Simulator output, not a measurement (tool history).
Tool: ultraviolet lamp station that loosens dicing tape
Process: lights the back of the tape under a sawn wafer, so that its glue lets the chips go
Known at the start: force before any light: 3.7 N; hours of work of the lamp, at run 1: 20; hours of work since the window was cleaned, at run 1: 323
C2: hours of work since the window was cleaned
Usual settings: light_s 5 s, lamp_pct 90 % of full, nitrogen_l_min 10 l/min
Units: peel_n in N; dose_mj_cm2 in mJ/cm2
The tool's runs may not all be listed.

run 1 day=0.000 | light_s=5 lamp_pct=90 nitrogen_l_min=10 | hours_of_work_of_the_lamp=20 C2=323 | peel_n=0.365 dose_mj_cm2=538
run 2 day=0.379 | light_s=5 lamp_pct=90 nitrogen_l_min=10 | hours_of_work_of_the_lamp=24 C2=327 | peel_n=0.376 dose_mj_cm2=535
run 3 day=0.971 | light_s=5 lamp_pct=90 nitrogen_l_min=10 | hours_of_work_of_the_lamp=31 C2=334 | peel_n=0.358 dose_mj_cm2=535
run 4 day=1.471 | light_s=8 lamp_pct=90 nitrogen_l_min=10 | hours_of_work_of_the_lamp=36 C2=339 | peel_n=0.154 dose_mj_cm2=855
run 5 day=1.875 | light_s=5 lamp_pct=90 nitrogen_l_min=10 | hours_of_work_of_the_lamp=41 C2=344 | peel_n=0.377 dose_mj_cm2=532
run 6 day=2.475 | light_s=5 lamp_pct=90 nitrogen_l_min=16 | hours_of_work_of_the_lamp=47 C2=350 | peel_n=0.291 dose_mj_cm2=532
run 7 day=3.296 | light_s=5 lamp_pct=90 nitrogen_l_min=10 | hours_of_work_of_the_lamp=56 C2=359 | peel_n=0.386 dose_mj_cm2=535
run 8 day=4.142 | light_s=5 lamp_pct=90 nitrogen_l_min=5 | hours_of_work_of_the_lamp=66 C2=369 | peel_n=0.567 dose_mj_cm2=529
run 9 day=4.908 | light_s=5 lamp_pct=76 nitrogen_l_min=10 | hours_of_work_of_the_lamp=74 C2=377 | peel_n=0.527 dose_mj_cm2=448
run 10 day=5.438 | light_s=5 lamp_pct=76 nitrogen_l_min=10 | hours_of_work_of_the_lamp=80 C2=383 | peel_n=0.509 dose_mj_cm2=442
run 11 day=5.800 | light_s=5 lamp_pct=62 nitrogen_l_min=10 | hours_of_work_of_the_lamp=84 C2=387 | peel_n=0.718 dose_mj_cm2=363
run 12 day=6.588 | light_s=5 lamp_pct=90 nitrogen_l_min=10 | hours_of_work_of_the_lamp=93 C2=396 | peel_n=0.379 dose_mj_cm2=523
run 13 day=7.233 | light_s=5 lamp_pct=90 nitrogen_l_min=10 | hours_of_work_of_the_lamp=100 C2=403 | peel_n=0.376 dose_mj_cm2=529
run 14 day=7.912 | light_s=5 lamp_pct=90 nitrogen_l_min=10 | hours_of_work_of_the_lamp=107 C2=410 | peel_n=0.397 dose_mj_cm2=521
run 15 day=8.329 | light_s=7 lamp_pct=90 nitrogen_l_min=10 | hours_of_work_of_the_lamp=112 C2=415 | peel_n=0.195 dose_mj_cm2=735
run 16 day=8.883 | light_s=7 lamp_pct=90 nitrogen_l_min=10 | hours_of_work_of_the_lamp=118 C2=421 | peel_n=0.210 dose_mj_cm2=730
run 17 day=9.542 | light_s=5 lamp_pct=90 nitrogen_l_min=10 | hours_of_work_of_the_lamp=125 C2=428 | peel_n=0.382 dose_mj_cm2=521
run 18 day=10.183 | light_s=5 lamp_pct=90 nitrogen_l_min=10 | hours_of_work_of_the_lamp=132 C2=435 | peel_n=0.396 dose_mj_cm2=515
run 19 day=11.000 | light_s=5 lamp_pct=90 nitrogen_l_min=10 | hours_of_work_of_the_lamp=141 C2=444 | peel_n=0.377 dose_mj_cm2=524
run 20 day=11.608 | light_s=5 lamp_pct=90 nitrogen_l_min=10 | hours_of_work_of_the_lamp=148 C2=451 | peel_n=0.400 dose_mj_cm2=517
run 21 day=12.371 | light_s=5 lamp_pct=90 nitrogen_l_min=10 | hours_of_work_of_the_lamp=156 C2=459 | peel_n=0.378 dose_mj_cm2=516
run 22 day=13.229 | light_s=5 lamp_pct=90 nitrogen_l_min=10 | hours_of_work_of_the_lamp=166 C2=469 | peel_n=0.404 dose_mj_cm2=510
run 23 day=13.729 | light_s=5 lamp_pct=90 nitrogen_l_min=10 | hours_of_work_of_the_lamp=171 C2=474 | peel_n=0.391 dose_mj_cm2=513
run 24 day=14.450 | light_s=5 lamp_pct=90 nitrogen_l_min=10 | hours_of_work_of_the_lamp=179 C2=482 | peel_n=0.372 dose_mj_cm2=509
run 25 day=15.129 | light_s=7 lamp_pct=72 nitrogen_l_min=5 | hours_of_work_of_the_lamp=187 C2=490 | peel_n=0.467 dose_mj_cm2=580
run 26 day=15.871 | light_s=8 lamp_pct=67 nitrogen_l_min=10 | hours_of_work_of_the_lamp=195 C2=498 | peel_n=0.292 dose_mj_cm2=611
run 27 day=16.533 | light_s=9 lamp_pct=90 nitrogen_l_min=10 | hours_of_work_of_the_lamp=202 C2=505 | peel_n=0.133 dose_mj_cm2=930
run 28 day=17.104 | light_s=9 lamp_pct=90 nitrogen_l_min=10 | hours_of_work_of_the_lamp=209 C2=512 | peel_n=0.148 dose_mj_cm2=923
-- day=17.254 window cleaned of glue's vapour
run 29 day=17.533 | light_s=9 lamp_pct=90 nitrogen_l_min=10 | hours_of_work_of_the_lamp=213 C2=3 | peel_n=0.136 dose_mj_cm2=899
run 30 day=18.383 | light_s=3 lamp_pct=90 nitrogen_l_min=7 | hours_of_work_of_the_lamp=223 C2=12 | peel_n=1.083 dose_mj_cm2=301
run 31 day=18.992 | light_s=3 lamp_pct=66 nitrogen_l_min=7 | hours_of_work_of_the_lamp=229 C2=19 | peel_n=1.506 dose_mj_cm2=222
run 32 day=19.475 | light_s=3 lamp_pct=66 nitrogen_l_min=7 | hours_of_work_of_the_lamp=235 C2=25 | peel_n=1.488 dose_mj_cm2=222
run 33 day=20.188 | light_s=3 lamp_pct=66 nitrogen_l_min=7 | hours_of_work_of_the_lamp=242 C2=32 | peel_n=1.475 dose_mj_cm2=221
run 34 day=20.754 | light_s=5 lamp_pct=66 nitrogen_l_min=10 | hours_of_work_of_the_lamp=249 C2=39 | peel_n=0.725 dose_mj_cm2=366
run 35 day=21.483 | light_s=9 lamp_pct=75 nitrogen_l_min=6 | hours_of_work_of_the_lamp=257 C2=47 | peel_n=0.280 dose_mj_cm2=745
-- day=22.375 window cleaned of glue's vapour, once more
run 36 day=22.375 | light_s=3 lamp_pct=74 nitrogen_l_min=7 | hours_of_work_of_the_lamp=266 C2=0 | peel_n=1.261 dose_mj_cm2=260
run 37 day=23.246 | light_s=3 lamp_pct=74 nitrogen_l_min=14 | hours_of_work_of_the_lamp=276 C2=10 | peel_n=1.023 dose_mj_cm2=258
run 38 day=23.825 | light_s=6 lamp_pct=79 nitrogen_l_min=16 | hours_of_work_of_the_lamp=282 C2=16 | peel_n=0.278 dose_mj_cm2=551
run 39 day=24.654 | light_s=8 lamp_pct=87 nitrogen_l_min=6 | hours_of_work_of_the_lamp=292 C2=25 | peel_n=0.226 dose_mj_cm2=818
run 40 day=25.192 | light_s=5 lamp_pct=97 nitrogen_l_min=19 | hours_of_work_of_the_lamp=297 C2=31 | peel_n=0.254 dose_mj_cm2=561
run 41 day=25.825 | light_s=5 lamp_pct=97 nitrogen_l_min=19 | hours_of_work_of_the_lamp=304 C2=38 | peel_n=0.241 dose_mj_cm2=563
run 42 day=26.454 | light_s=5 lamp_pct=97 nitrogen_l_min=19 | hours_of_work_of_the_lamp=311 C2=45 | peel_n=0.253 dose_mj_cm2=557
run 43 day=27.288 | light_s=8 lamp_pct=61 nitrogen_l_min=4 | hours_of_work_of_the_lamp=321 C2=54 | peel_n=0.565 dose_mj_cm2=566

4 ways to go on from here, each from the tool as it stands after run 43. What would each give?
run A day=27.671 | light_s=9 lamp_pct=90 nitrogen_l_min=10 | hours_of_work_of_the_lamp=325 C2=58 | peel_n=? dose_mj_cm2=?
run B day=27.671 | light_s=6 lamp_pct=95 nitrogen_l_min=10 | hours_of_work_of_the_lamp=325 C2=58 | peel_n=? dose_mj_cm2=?
run C day=27.671 | light_s=2 lamp_pct=85 nitrogen_l_min=3 | hours_of_work_of_the_lamp=325 C2=58 | peel_n=? dose_mj_cm2=?
run D day=27.671 | light_s=8 lamp_pct=72 nitrogen_l_min=9 | hours_of_work_of_the_lamp=325 C2=58 | peel_n=? dose_mj_cm2=?

run=A peel_n=0.136 dose_mj_cm2=934
run=B peel_n=0.261 dose_mj_cm2=653
run=C peel_n=1.873 dose_mj_cm2=194
run=D peel_n=0.271 dose_mj_cm2=667
Without the tool's hidden state the same runs would have given:
run=A peel_n=0.127 dose_mj_cm2=996
run=B peel_n=0.232 dose_mj_cm2=696
run=C peel_n=1.797 dose_mj_cm2=207
run=D peel_n=0.240 dose_mj_cm2=711
